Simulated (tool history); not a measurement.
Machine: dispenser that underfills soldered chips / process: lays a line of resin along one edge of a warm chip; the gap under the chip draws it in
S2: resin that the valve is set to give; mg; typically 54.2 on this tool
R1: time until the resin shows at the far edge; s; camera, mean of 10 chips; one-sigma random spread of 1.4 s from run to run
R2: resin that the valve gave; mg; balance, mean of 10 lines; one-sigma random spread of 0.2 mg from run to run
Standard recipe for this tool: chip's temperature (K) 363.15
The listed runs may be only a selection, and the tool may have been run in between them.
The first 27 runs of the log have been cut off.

At hour 190.9: new syringe of resin.
Run 28, hour 191.8: usual settings but chip's temperature (K) 376.15, S2 53.4 mg. Result: R1 79.1 s, R2 52.65 mg.
Run 29, hour 198.0: usual settings but chip's temperature (K) 373.15, S2 67.8 mg. Result: R1 112.1 s, R2 67.39 mg.
Run 30, hour 205.7: usual settings but chip's temperature (K) 373.15, S2 67.8 mg. Result: R1 153.8 s, R2 67.38 mg.
At hour 211.3: new syringe of resin.
Run 31, hour 214.5: usual settings but chip's temperature (K) 348.15, S2 56.0 mg. Result: R1 316.4 s, R2 55.32 mg.
Run 32, hour 221.0: usual settings but chip's temperature (K) 366.15, S2 69.5 mg. Result: R1 174.4 s, R2 68.28 mg.
Run 33, hour 228.2: usual settings but chip's temperature (K) 366.15, S2 54.5 mg. Result: R1 241.2 s, R2 53.40 mg.
At hour 231.0: new syringe of resin.
Run 34, hour 234.5: usual settings but chip's temperature (K) 374.15, S2 67.9 mg. Result: R1 99.3 s, R2 66.07 mg.
Run 35, hour 243.7: usual settings but chip's temperature (K) 354.15, S2 67.9 mg. Result: R1 340.0 s, R2 66.46 mg.
Run 36, hour 249.8: usual settings but chip's temperature (K) 371.15, S2 49.4 mg. Result: R1 207.7 s, R2 48.49 mg.

Below are 4 alternative next runs, each starting from the tool's condition after run 36. Predict each:
At hour 251.1: new syringe of resin.
Run A, hour 254.6: usual settings but chip's temperature (K) 371.15, S2 50.3 mg. Result: R1 ?, R2 ?.
At hour 251.1: new syringe of resin.
Run B, hour 254.6: usual settings but chip's temperature (K) 368.15, S2 48.5 mg. Result: R1 ?, R2 ?.
At hour 251.1: new syringe of resin.
Run C, hour 254.6: usual settings but chip's temperature (K) 369.15, S2 67.3 mg. Result: R1 ?, R2 ?.
At hour 251.1: new syringe of resin.
Run D, hour 254.6: usual settings but chip's temperature (K) 372.15, S2 49.7 mg. Result: R1 ?, R2 ?.

run     R1     R2
  A  110.6  49.09
  B  130.0  47.18
  C  117.5  65.51
  D  108.8  48.55
Without the tool's unlogged condition, the same runs would have read:
run     R1     R2
  A   93.0  50.36
  B  109.2  48.40
  C   99.3  67.21
  D   91.4  49.81

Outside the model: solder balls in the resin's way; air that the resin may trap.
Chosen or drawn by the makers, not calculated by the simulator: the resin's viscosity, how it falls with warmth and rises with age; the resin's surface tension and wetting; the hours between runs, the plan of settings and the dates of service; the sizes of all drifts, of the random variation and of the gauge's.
